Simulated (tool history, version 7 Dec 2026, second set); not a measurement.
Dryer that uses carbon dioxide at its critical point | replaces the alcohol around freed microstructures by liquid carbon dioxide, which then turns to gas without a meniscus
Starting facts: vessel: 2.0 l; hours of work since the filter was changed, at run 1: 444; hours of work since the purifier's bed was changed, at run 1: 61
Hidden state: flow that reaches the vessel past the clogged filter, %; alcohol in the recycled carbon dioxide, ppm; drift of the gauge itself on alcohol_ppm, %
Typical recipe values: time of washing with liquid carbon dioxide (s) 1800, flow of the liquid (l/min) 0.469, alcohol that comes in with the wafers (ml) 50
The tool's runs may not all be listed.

run     day  time of washing with liquid carbon dioxide (s)  flow of the liquid (l/min)  alcohol that comes in with the wafers (ml)  hours of work since the filter was changed  hours of work since the purifier's bed was changed  alcohol left in the vessel before it's heated (ppm by volume)
  1   0.000                                            1800                       0.469                                          50                                         444                                                  61                                                             63
  2   1.262                                            1800                       0.469                                          50                                         465                                                  81                                                             73
  3   1.938                                            1680                       0.469                                          50                                         476                                                  92                                                             86
  4   3.200                                            1680                       0.469                                          24                                         496                                                 113                                                             59
      4.000  -- inlet filter changed
  5   4.012                                            1680                       0.469                                          24                                           0                                                 125                                                             31
  6   5.021                                            1680                       0.469                                          24                                          17                                                 142                                                             45
  7   6.146                                            1680                       0.469                                          24                                          35                                                 160                                                             45
  8   7.508                                            1800                       0.469                                          50                                          57                                                 182                                                             50
  9   8.358                                            1800                       0.477                                          50                                          71                                                 196                                                             56
 10   9.617                                            1800                       0.477                                          50                                          91                                                 216                                                             58
 11  10.358                                            2520                       0.302                                          80                                         103                                                 228                                                            131
 12  11.275                                            2640                       0.469                                          50                                         118                                                 243                                                             31
 13  12.183                                            2640                       0.469                                          50                                         133                                                 258                                                             34
 14  13.588                                            1260                       0.325                                          99                                         156                                                 281                                                           2093
 15  14.208                                            1500                       0.579                                          40                                         166                                                 291                                                             63
 16  15.600                                            1860                       0.703                                          29                                         188                                                 313                                                             44
 17  16.462                                            2880                       0.469                                          50                                         202                                                 327                                                             44
 18  17.246                                            1560                       0.356                                          50                                         215                                                 340                                                            388
 19  18.083                                            1140                       0.474                                          26                                         229                                                 354                                                            252
 20  19.204                                            2460                       0.469                                          50                                         247                                                 372                                                             47

Selected run-to-run steps in alcohol left in the vessel before it's heated (ppm by volume), each split into two signed amounts: the part the tool would show with no hidden state at all (from settings, incoming material and random variation), and the remainder, which goes to the hidden state together with any gauge scatter not common to the measured and the hidden-state-free results:
Run 13 -> 14: time of washing with liquid carbon dioxide (s) 2640 -> 1260, flow of the liquid (l/min) 0.469 -> 0.325, alcohol that comes in with the wafers (ml) 50 -> 99. alcohol left in the vessel before it's heated (ppm by volume) +2059: hidden state +261, all else +1798.
Run 14 -> 15: time of washing with liquid carbon dioxide (s) 1260 -> 1500, flow of the liquid (l/min) 0.325 -> 0.579, alcohol that comes in with the wafers (ml) 99 -> 40. alcohol left in the vessel before it's heated (ppm by volume) -2030: hidden state -252, all else -1778.
